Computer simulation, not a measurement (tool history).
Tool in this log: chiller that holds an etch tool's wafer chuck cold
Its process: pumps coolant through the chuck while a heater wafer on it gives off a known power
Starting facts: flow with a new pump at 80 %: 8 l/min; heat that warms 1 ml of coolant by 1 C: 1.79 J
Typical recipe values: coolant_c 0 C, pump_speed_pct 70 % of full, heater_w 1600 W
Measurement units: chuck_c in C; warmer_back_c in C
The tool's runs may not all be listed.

run,hour,coolant_c,pump_speed_pct,heater_w,chuck_c,warmer_back_c
1,0.0,0,70,1600,15.9,8.01
2,41.9,0,70,1600,15.8,8.02
3,85.5,0,70,1600,15.8,8.01
4,110.9,0,70,1600,16.0,8.02
5,151.2,0,70,1600,15.8,8.00
6,200.8,0,70,1600,15.7,8.09
7,248.5,0,70,1600,15.9,8.04
8,280.4,0,96,1600,12.7,5.70
9,306.2,10,70,1600,26.0,8.00
10,351.8,0,63,1600,17.3,9.05
11,389.6,8,62,1421,23.6,8.13
12,424.2,8,62,1421,23.6,8.17
13,465.7,9,92,1600,22.2,6.04
14,515.2,0,70,1412,14.2,7.13
15,551.3,0,70,1412,14.2,7.14
16,600.8,0,70,1412,14.2,7.16
17,626.0,0,70,1412,14.4,7.14
18,650.0,0,70,1412,14.5,7.21
19,677.4,0,63,1600,17.5,9.11

3 options for the next run, each taken on its own from the tool as it stands now. Forecast them:
A,712.7,-8,83,1267,?,?
B,712.7,0,70,2220,?,?
C,712.7,-3,63,1229,?,?

run,chuck_c,warmer_back_c
A,3.6,5.39
B,22.6,11.37
C,10.7,7.04
With no hidden state in the tool, these same runs would have given:
run,chuck_c,warmer_back_c
A,2.0,5.10
B,19.5,10.75
C,8.8,6.66

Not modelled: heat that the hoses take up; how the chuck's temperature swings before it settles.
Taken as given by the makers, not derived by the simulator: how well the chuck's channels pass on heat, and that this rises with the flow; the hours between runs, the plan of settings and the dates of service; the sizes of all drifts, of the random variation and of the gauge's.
